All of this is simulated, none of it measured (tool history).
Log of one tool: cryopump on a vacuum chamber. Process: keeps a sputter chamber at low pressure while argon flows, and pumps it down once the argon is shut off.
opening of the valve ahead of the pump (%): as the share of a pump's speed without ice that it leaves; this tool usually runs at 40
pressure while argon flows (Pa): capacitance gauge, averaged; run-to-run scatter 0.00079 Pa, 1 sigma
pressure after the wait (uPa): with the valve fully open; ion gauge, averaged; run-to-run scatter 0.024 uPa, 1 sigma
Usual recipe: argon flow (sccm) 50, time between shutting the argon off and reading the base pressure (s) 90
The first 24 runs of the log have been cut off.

run	hour	argon flow (sccm)	time between shutting the argon off and reading the base pressure (s)	opening of the valve ahead of the pump (%)	hours of work since the pump was warmed up and emptied	hours of work since the cold head was overhauled	hours of work since the chamber's fittings were tightened	pressure while argon flows (Pa)	pressure after the wait (uPa)
25	1934.1	24	181	44	651	2486	384	0.0743	0.84
26	1977.8	24	181	44	670	2504	403	0.0748	0.85
27	2053.3	93	31	44	702	2537	435	0.292	2.56
28	2099.2	79	174	44	722	2557	455	0.2498	0.89
29	2183	79	125	26	758	2593	491	0.4026	1.05
30	2245.9	79	29	40	785	2620	518	0.2743	2.66
31	2301.2	22	299	21	809	2643	542	0.1372	0.82
32	2367.1	74	158	34	837	2672	570	0.298	1
33	2468.9	37	90	17	881	2715	614	0.2829	1.33

Consider 4 possible next runs. They are alternatives, not a sequence: every one starts from the tool as it was left by run 33. What does each give?
# hour 2555.1: pump warmed up, emptied and cooled again
A	2581.6	50	64	54	11	2762	660	?	?
# hour 2555.1: pump warmed up, emptied and cooled again
B	2581.6	27	24	17	11	2762	660	?	?
# hour 2555.1: pump warmed up, emptied and cooled again
C	2581.6	50	184	40	11	2762	660	?	?
# hour 2555.1: pump warmed up, emptied and cooled again
D	2581.6	50	90	36	11	2762	660	?	?

run	pressure while argon flows (Pa)	pressure after the wait (uPa)
A	0.116	1.46
B	0.1958	3.05
C	0.1558	0.88
D	0.1727	1.19
Without the tool's unlogged condition, the same runs would have read:
run	pressure while argon flows (Pa)	pressure after the wait (uPa)
A	0.113	1.15
B	0.1942	2.74
C	0.1529	0.57
D	0.1698	0.89
